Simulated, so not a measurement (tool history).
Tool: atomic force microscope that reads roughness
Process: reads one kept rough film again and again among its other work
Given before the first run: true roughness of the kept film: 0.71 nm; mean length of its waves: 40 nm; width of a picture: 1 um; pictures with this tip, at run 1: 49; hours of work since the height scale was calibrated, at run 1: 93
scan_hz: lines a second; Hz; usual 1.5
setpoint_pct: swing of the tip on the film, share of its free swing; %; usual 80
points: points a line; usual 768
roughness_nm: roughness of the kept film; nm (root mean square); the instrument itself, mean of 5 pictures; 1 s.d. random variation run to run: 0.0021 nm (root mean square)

| run | hour | scan_hz | setpoint_pct | points | pictures with this tip | hours of work since the height scale was calibrated | roughness_nm |
|---|---|---|---|---|---|---|---|
| 1 | 0 | 1.5 | 80 | 768 | 49 | 93 | 0.601 |
| 2 | 63.3 | 1.5 | 80 | 768 | 127 | 134 | 0.594 |
| 3 | 106.2 | 1.5 | 80 | 768 | 180 | 162 | 0.588 |
| 4 | 162.2 | 1.5 | 80 | 703 | 248 | 199 | 0.582 |
|  | 224.2 | new tip fitted |
| 5 | 235.9 | 1.5 | 80 | 312 | 15 | 246 | 0.607 |
| 6 | 278.5 | 1.5 | 80 | 312 | 67 | 274 | 0.598 |
| 7 | 318.5 | 2.36 | 80 | 768 | 116 | 300 | 0.557 |
| 8 | 372.4 | 1.5 | 80 | 768 | 182 | 335 | 0.589 |
| 9 | 409.2 | 1.5 | 80 | 768 | 227 | 359 | 0.583 |
| 10 | 475.6 | 1.5 | 80 | 768 | 308 | 402 | 0.577 |
|  | 485.7 | new tip fitted |
| 11 | 539.6 | 1.5 | 80 | 768 | 66 | 443 | 0.604 |
|  | 543.7 | height scale calibrated on a step standard |
| 12 | 597 | 1.5 | 80 | 257 | 135 | 35 | 0.595 |
| 13 | 628 | 2.14 | 59 | 688 | 173 | 55 | 0.639 |
| 14 | 676.6 | 2.14 | 59 | 688 | 233 | 86 | 0.632 |
| 15 | 726.4 | 2.14 | 59 | 688 | 294 | 119 | 0.627 |
|  | 753.7 | new tip fitted |
| 16 | 767.9 | 2.14 | 59 | 688 | 17 | 145 | 0.657 |
| 17 | 820.1 | 2.11 | 60 | 755 | 81 | 179 | 0.652 |
| 18 | 877.1 | 3.35 | 69 | 723 | 151 | 217 | 0.577 |
| 19 | 929.1 | 1.37 | 73 | 323 | 214 | 250 | 0.613 |
|  | 939.1 | height scale calibrated on a step standard, once more |
| 20 | 989.6 | 3.44 | 80 | 768 | 287 | 33 | 0.495 |
|  | 1020.5 | new tip fitted |
| 21 | 1057 | 1.96 | 82 | 416 | 44 | 76 | 0.567 |
| 22 | 1129.5 | 0.51 | 79 | 768 | 133 | 123 | 0.653 |
| 23 | 1188.8 | 2.74 | 60 | 264 | 206 | 162 | 0.611 |
| 24 | 1246.5 | 0.52 | 89 | 264 | 276 | 200 | 0.61 |

How would selected steps in roughness_nm from run to run divide? Give the signed amount a tool lacking its hidden state would still show from settings, what came in and random variation, and the signed amount left for the hidden state, including any gauge scatter that is not in both of the compared results.
The tool's hidden condition here consists of: radius of the tip, nm; height scale over the true one, %; drift of the gauge itself on roughness_nm, %.
Run 4 -> 5: points 703 -> 312, new tip fitted. roughness_nm +0.025 nm (root mean square): hidden state +0.027, all else -0.002.
Run 15 -> 16: new tip fitted. roughness_nm +0.03 nm (root mean square): hidden state +0.034, all else -0.004.
Run 19 -> 20: scan_hz 1.37 -> 3.44, setpoint_pct 73 -> 80, points 323 -> 768, height scale calibrated on a step standard, once more. roughness_nm -0.118 nm (root mean square): hidden state -0.006, all else -0.112.
Run 21 -> 22: scan_hz 1.96 -> 0.51, setpoint_pct 82 -> 79, points 416 -> 768. roughness_nm +0.086 nm (root mean square): hidden state -0.012, all else +0.098.
